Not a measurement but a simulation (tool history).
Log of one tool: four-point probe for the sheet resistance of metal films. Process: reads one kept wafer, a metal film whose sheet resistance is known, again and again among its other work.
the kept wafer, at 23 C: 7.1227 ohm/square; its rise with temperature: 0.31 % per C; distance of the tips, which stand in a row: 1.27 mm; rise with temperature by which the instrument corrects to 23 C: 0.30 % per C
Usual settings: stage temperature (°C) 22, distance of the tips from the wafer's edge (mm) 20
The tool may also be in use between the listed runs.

| run | day | stage temperature (°C) | distance of the tips from the wafer's edge (mm) | sheet resistance as the instrument gives it (ohm/square) |
|---|---|---|---|---|
| 1 | 0.000 | 22 | 20 | 7.171591 |
| 2 | 2.267 | 22 | 20 | 7.172630 |
| 3 | 5.121 | 22 | 20 | 7.175356 |
| 4 | 8.508 | 22 | 24 | 7.171467 |
| 5 | 10.479 | 22 | 24 | 7.174709 |
| 6 | 13.812 | 22 | 20 | 7.177792 |
| 7 | 15.450 | 30 | 6 | 7.343994 |
| 8 | 17.550 | 23 | 12 | 7.212322 |
| 9 | 19.283 | 19 | 5 | 7.407171 |
| 10 | 20.846 | 19 | 5 | 7.408276 |
|  | 21.450 | new probe head fitted |
| 11 | 22.458 | 31 | 58 | 7.174053 |

Forecast each of these 3 alternatives for the next run:
| A | 24.083 | 21 | 6 | ? |
| B | 24.083 | 34 | 58 | ? |
| C | 24.083 | 22 | 20 | ? |

| run | sheet resistance as the instrument gives it (ohm/square) |
|---|---|
| A | 7.329266 |
| B | 7.179174 |
| C | 7.178022 |
Without the tool's hidden state the same runs would have given:
| run | sheet resistance as the instrument gives it (ohm/square) |
|---|---|
| A | 7.287196 |
| B | 7.138142 |
| C | 7.136780 |
